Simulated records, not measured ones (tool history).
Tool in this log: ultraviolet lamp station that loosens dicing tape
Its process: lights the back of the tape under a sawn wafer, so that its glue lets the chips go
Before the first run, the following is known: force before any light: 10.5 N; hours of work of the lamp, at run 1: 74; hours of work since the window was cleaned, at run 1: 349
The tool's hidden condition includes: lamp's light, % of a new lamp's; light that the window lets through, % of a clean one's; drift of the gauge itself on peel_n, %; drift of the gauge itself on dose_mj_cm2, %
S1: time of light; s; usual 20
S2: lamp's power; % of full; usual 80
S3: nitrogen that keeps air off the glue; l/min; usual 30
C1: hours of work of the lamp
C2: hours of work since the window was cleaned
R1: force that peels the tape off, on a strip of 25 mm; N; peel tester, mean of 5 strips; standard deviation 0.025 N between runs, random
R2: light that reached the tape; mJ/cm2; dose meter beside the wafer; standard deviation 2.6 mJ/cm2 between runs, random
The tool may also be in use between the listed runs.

run   hour  S1  S2  S3   C1   C2     R1   R2
  1      0  20  80  30   74  349   1.24  336
  2   29.5  20  80  30   93  368  1.206  333
  3   54.4  14  80  30  109  384  2.274  236
      58.9  -- window cleaned of glue's vapour
  4   81.7  16  80  30  126   15  1.845  270
  5  107.9  20  80  30  143   32  1.219  342
  6  127.8  20  80  30  156   44  1.253  335
  7  152.6  20  80  30  172   60  1.207  331
  8  168.1  20  80  30  182   70  1.255  337
  9    188  20  80  30  195   83  1.235  335
 10  202.1  20  71  30  204   92  1.522  296
 11  218.1  20  80  30  214  103  1.269  340
 12    241  20  80  30  229  117  1.205  336
 13  265.4  20  80  30  245  133  1.185  338
 14  286.6  20  80  30  258  147  1.231  338
 15  311.2  20  80  30  274  163  1.254  336
 16  330.2  20  80  30  287  175  1.191  331
 17  355.3  20  80  30  303  191   1.23  340
 18  378.9  20  80  30  318  206  1.204  334
 19    404  20  80  30  334  222  1.216  338
 20  432.9  20  80  30  353  241  1.253  333
 21  454.9  20  80  30  367  255  1.197  332
 22  471.1  20  64  30  377  266  1.864  262
 23  494.9  20  64  30  393  281  1.934  270
 24  513.3  11  73  11  404  293  4.668  168
 25  534.3  13  81  44  418  306  2.251  221
 26  552.7  24  91  15  430  318   0.91  457
 27  569.1  24  91  15  440  329  0.866  463
 28  598.9  24  91  44  460  348  0.505  459
 29  628.3  37  63  40  479  367  0.414  487
 30  650.6  15  61  52  493  381  2.584  193
       659  -- window cleaned of glue's vapour
 31  664.9  12  66  52  502    4  3.252  169
 32  683.3  12  66  52  514   16  3.194  164
 33  708.2  18  78  38  530   32  1.465  293
 34  721.4  18  78  38  538   40  1.442  293
 35  748.8  20  83  25  556   58  1.202  348
 36  776.2  20  83  25  573   76  1.254  351
 37  795.6  11  80  30  586   88  3.037  183

What if the next run were any one of these 3? Each begins from the tool's condition after run 37:
  A   819  20  80  18  601  103   ?   ?
  B   819  20  82  30  601  103   ?   ?
  C   819  28  80  36  601  103   ?   ?

run     R1   R2
  A  1.563  336
  B  1.192  343
  C  0.511  469
What these runs would have given with no unlogged condition in the tool:
run     R1   R2
  A  1.556  337
  B  1.186  343
  C  0.508  470
